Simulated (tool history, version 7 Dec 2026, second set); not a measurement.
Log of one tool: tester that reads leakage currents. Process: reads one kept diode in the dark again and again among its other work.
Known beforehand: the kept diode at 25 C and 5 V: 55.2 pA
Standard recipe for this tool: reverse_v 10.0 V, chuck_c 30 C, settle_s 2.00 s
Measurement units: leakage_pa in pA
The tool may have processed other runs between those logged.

run   hour  reverse_v  chuck_c  settle_s  leakage_pa
  1    0.0       10.0       30      2.00      106.78
  2   26.3       10.0       30      2.00      107.20
  3   48.6       10.0       30      2.00      106.53
  4   95.0       10.0       30      2.00      106.12
  5  120.7       10.0       30      2.00      106.43
  6  163.5       10.0       30      2.00      107.05
  7  200.3       10.0       30      2.00      106.30
  8  223.4       10.0       30      2.00      106.04
  9  253.7       10.0       30      2.00      106.10
 10  283.1       10.0       48      2.00      450.86
 11  324.4       10.0       48      2.00      450.21
 12  368.4       10.0       48      2.00      450.86
 13  412.7       10.0       47      2.40      415.33
 14  458.0       10.0       22      0.36       60.61
 15  507.2        6.3       25      2.00       59.36
     513.4  -- tester calibrated
 16  538.9        7.5       41      2.00      237.44
 17  582.5        2.2       50      0.84      324.63
 18  617.8        1.5       27      3.24       44.43
 19  654.4        1.2       30      0.80       53.61
 20  690.2        1.2       30      0.80       53.97
     721.8  -- tester calibrated, once more
 21  733.1        3.2       57      0.53      606.12
 22  779.2        5.9       36      4.91      144.23
 23  809.8        5.9       44      1.72      275.53

Each row is a separate what-if for the run after 23, all from the same tool condition, not one after another. Results?
  A  845.8        5.9       26      0.94           ?
  B  845.8       10.0       30      7.22           ?
  C  845.8        4.5       38      8.34           ?
  D  845.8       14.2       30      0.92           ?

run  leakage_pa
  A       63.53
  B      103.11
  C      156.15
  D      120.26
Take away the tool's hidden state, keep each run's random variation, and the runs would have read:
run  leakage_pa
  A       65.46
  B      106.22
  C      161.32
  D      123.55
